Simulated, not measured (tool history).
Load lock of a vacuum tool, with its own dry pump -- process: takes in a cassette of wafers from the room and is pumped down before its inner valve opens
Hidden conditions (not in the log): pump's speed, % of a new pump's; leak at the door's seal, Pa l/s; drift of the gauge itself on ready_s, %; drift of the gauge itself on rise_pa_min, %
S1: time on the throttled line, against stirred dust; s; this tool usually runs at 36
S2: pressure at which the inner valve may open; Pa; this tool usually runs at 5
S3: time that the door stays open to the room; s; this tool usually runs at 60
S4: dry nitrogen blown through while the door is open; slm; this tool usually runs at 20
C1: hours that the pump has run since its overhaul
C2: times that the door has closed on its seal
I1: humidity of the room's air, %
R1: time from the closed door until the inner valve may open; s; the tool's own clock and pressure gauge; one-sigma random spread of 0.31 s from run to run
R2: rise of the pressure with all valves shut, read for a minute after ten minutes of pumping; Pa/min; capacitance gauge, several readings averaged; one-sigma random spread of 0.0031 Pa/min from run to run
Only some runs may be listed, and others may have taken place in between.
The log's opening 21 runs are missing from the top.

{"run": 22, "hour": 6294.4, "S1": 67, "S2": 8, "S3": 43, "S4": 5, "C1": 12796, "C2": 26514, "I1": 46.0, "R1": 86.4, "R2": 0.209}
{"hour": 6376.6, "done": "door's seal changed, seat wiped"}
{"run": 23, "hour": 6528.5, "S1": 67, "S2": 8, "S3": 43, "S4": 5, "C1": 13029, "C2": 421, "I1": 42.5, "R1": 85.8, "R2": 0.074}
{"run": 24, "hour": 6747.1, "S1": 67, "S2": 8, "S3": 43, "S4": 5, "C1": 13247, "C2": 1028, "I1": 44.1, "R1": 85.9, "R2": 0.078}
{"run": 25, "hour": 7024.9, "S1": 48, "S2": 5, "S3": 52, "S4": 7, "C1": 13525, "C2": 1799, "I1": 48.2, "R1": 72.7, "R2": 0.087}
{"run": 26, "hour": 7366.5, "S1": 48, "S2": 5, "S3": 52, "S4": 7, "C1": 13867, "C2": 2748, "I1": 49.6, "R1": 72.2, "R2": 0.091}
{"hour": 7568.9, "done": "dry pump taken out, an overhauled one fitted"}
{"run": 27, "hour": 7753.2, "S1": 48, "S2": 5, "S3": 52, "S4": 7, "C1": 184, "C2": 3805, "I1": 49.1, "R1": 68.6, "R2": 0.094}
{"run": 28, "hour": 8136.8, "S1": 48, "S2": 6, "S3": 226, "S4": 14, "C1": 568, "C2": 4870, "I1": 46.4, "R1": 67.5, "R2": 0.116}
{"run": 29, "hour": 8469.0, "S1": 21, "S2": 6, "S3": 226, "S4": 14, "C1": 900, "C2": 5792, "I1": 46.2, "R1": 45.1, "R2": 0.119}
{"run": 30, "hour": 8713.0, "S1": 28, "S2": 5, "S3": 107, "S4": 11, "C1": 1144, "C2": 6469, "I1": 45.4, "R1": 51.9, "R2": 0.096}
{"run": 31, "hour": 8995.1, "S1": 28, "S2": 7, "S3": 107, "S4": 11, "C1": 1426, "C2": 7252, "I1": 45.2, "R1": 50.3, "R2": 0.102}
{"run": 32, "hour": 9269.3, "S1": 29, "S2": 6, "S3": 27, "S4": 28, "C1": 1700, "C2": 8014, "I1": 46.2, "R1": 52.0, "R2": 0.069}
{"run": 33, "hour": 9441.9, "S1": 29, "S2": 6, "S3": 27, "S4": 28, "C1": 1873, "C2": 8493, "I1": 46.1, "R1": 52.2, "R2": 0.07}
{"run": 34, "hour": 9620.4, "S1": 21, "S2": 5, "S3": 93, "S4": 36, "C1": 2052, "C2": 8988, "I1": 44.8, "R1": 46.6, "R2": 0.081}
{"run": 35, "hour": 9965.6, "S1": 21, "S2": 5, "S3": 93, "S4": 36, "C1": 2397, "C2": 9947, "I1": 42.5, "R1": 46.7, "R2": 0.081}
{"run": 36, "hour": 10197.5, "S1": 21, "S2": 5, "S3": 55, "S4": 20, "C1": 2629, "C2": 10591, "I1": 45.8, "R1": 47.2, "R2": 0.096}

Here are 4 independent what-if runs from the current tool condition. What would each one return?
{"run": "A", "hour": 10389.0, "S1": 36, "S2": 5, "S3": 60, "S4": 5, "C1": 2820, "C2": 11122, "I1": 43.3, "R1": "?", "R2": "?"}
{"run": "B", "hour": 10389.0, "S1": 21, "S2": 4, "S3": 55, "S4": 20, "C1": 2820, "C2": 11122, "I1": 42.4, "R1": "?", "R2": "?"}
{"run": "C", "hour": 10389.0, "S1": 31, "S2": 5, "S3": 134, "S4": 20, "C1": 2820, "C2": 11122, "I1": 46.0, "R1": "?", "R2": "?"}
{"run": "D", "hour": 10389.0, "S1": 24, "S2": 5, "S3": 33, "S4": 5, "C1": 2820, "C2": 11122, "I1": 41.5, "R1": "?", "R2": "?"}

run=A R1=59.1 R2=0.118
run=B R1=47.7 R2=0.092
run=C R1=55.0 R2=0.112
run=D R1=49.2 R2=0.105
The same runs, with their run-to-run variation unchanged, on a tool lacking any hidden condition would have given:
run=A R1=57.8 R2=0.081
run=B R1=46.2 R2=0.055
run=C R1=53.7 R2=0.076
run=D R1=47.8 R2=0.068
